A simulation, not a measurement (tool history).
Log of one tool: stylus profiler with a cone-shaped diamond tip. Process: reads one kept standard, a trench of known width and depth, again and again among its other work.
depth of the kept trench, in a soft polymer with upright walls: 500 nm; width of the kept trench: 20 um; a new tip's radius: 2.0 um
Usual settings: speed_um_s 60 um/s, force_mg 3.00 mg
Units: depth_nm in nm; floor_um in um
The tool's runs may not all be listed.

run 1 day=0.000 | speed_um_s=60 force_mg=3.00 | depth_nm=510.10 floor_um=16.62
run 2 day=2.467 | speed_um_s=60 force_mg=3.00 | depth_nm=510.00 floor_um=16.69
run 3 day=5.700 | speed_um_s=60 force_mg=1.20 | depth_nm=505.98 floor_um=16.42
run 4 day=8.754 | speed_um_s=60 force_mg=3.00 | depth_nm=510.45 floor_um=16.59
run 5 day=12.092 | speed_um_s=60 force_mg=3.00 | depth_nm=510.49 floor_um=16.52
run 6 day=13.892 | speed_um_s=60 force_mg=3.00 | depth_nm=510.33 floor_um=16.50
run 7 day=16.462 | speed_um_s=60 force_mg=3.00 | depth_nm=510.31 floor_um=16.45
run 8 day=18.567 | speed_um_s=60 force_mg=3.00 | depth_nm=510.48 floor_um=16.42
run 9 day=20.946 | speed_um_s=60 force_mg=3.00 | depth_nm=510.53 floor_um=16.36
run 10 day=23.158 | speed_um_s=60 force_mg=3.00 | depth_nm=510.63 floor_um=16.44
run 11 day=25.154 | speed_um_s=60 force_mg=3.00 | depth_nm=510.62 floor_um=16.41
run 12 day=27.208 | speed_um_s=60 force_mg=3.00 | depth_nm=510.51 floor_um=16.27
run 13 day=29.117 | speed_um_s=60 force_mg=5.66 | depth_nm=515.61 floor_um=16.29
run 14 day=30.521 | speed_um_s=60 force_mg=5.66 | depth_nm=515.70 floor_um=16.30
run 15 day=32.562 | speed_um_s=60 force_mg=3.00 | depth_nm=510.75 floor_um=16.25
run 16 day=34.112 | speed_um_s=232 force_mg=1.60 | depth_nm=507.49 floor_um=15.30
-- day=35.829 new tip fitted, height scale calibrated
run 17 day=36.625 | speed_um_s=20 force_mg=1.10 | depth_nm=504.77 floor_um=17.22
run 18 day=39.271 | speed_um_s=20 force_mg=1.10 | depth_nm=504.60 floor_um=17.17
run 19 day=40.971 | speed_um_s=20 force_mg=1.10 | depth_nm=504.96 floor_um=17.22
run 20 day=43.108 | speed_um_s=235 force_mg=4.93 | depth_nm=513.42 floor_um=16.58
run 21 day=45.621 | speed_um_s=17 force_mg=3.00 | depth_nm=509.56 floor_um=17.21
run 22 day=47.083 | speed_um_s=35 force_mg=6.49 | depth_nm=516.09 floor_um=17.14
run 23 day=49.550 | speed_um_s=37 force_mg=7.72 | depth_nm=518.01 floor_um=17.04
run 24 day=52.683 | speed_um_s=37 force_mg=7.72 | depth_nm=518.04 floor_um=16.99
run 25 day=55.183 | speed_um_s=37 force_mg=7.72 | depth_nm=518.26 floor_um=17.02
run 26 day=58.096 | speed_um_s=37 force_mg=7.72 | depth_nm=518.24 floor_um=17.00
run 27 day=60.792 | speed_um_s=37 force_mg=7.72 | depth_nm=518.25 floor_um=16.88
run 28 day=62.238 | speed_um_s=43 force_mg=3.00 | depth_nm=509.89 floor_um=16.82
run 29 day=64.588 | speed_um_s=43 force_mg=3.00 | depth_nm=509.84 floor_um=16.80

3 ways to go on from here, each from the tool as it stands after run 29. What would each give?
run A day=66.158 | speed_um_s=43 force_mg=1.08 | depth_nm=? floor_um=?
run B day=66.158 | speed_um_s=22 force_mg=1.02 | depth_nm=? floor_um=?
run C day=66.158 | speed_um_s=25 force_mg=3.00 | depth_nm=? floor_um=?

run=A depth_nm=505.33 floor_um=16.71
run=B depth_nm=505.25 floor_um=16.75
run=C depth_nm=510.10 floor_um=16.79
Without the tool's hidden state the same runs would have given:
run=A depth_nm=504.77 floor_um=17.14
run=B depth_nm=504.69 floor_um=17.19
run=C depth_nm=509.54 floor_um=17.22
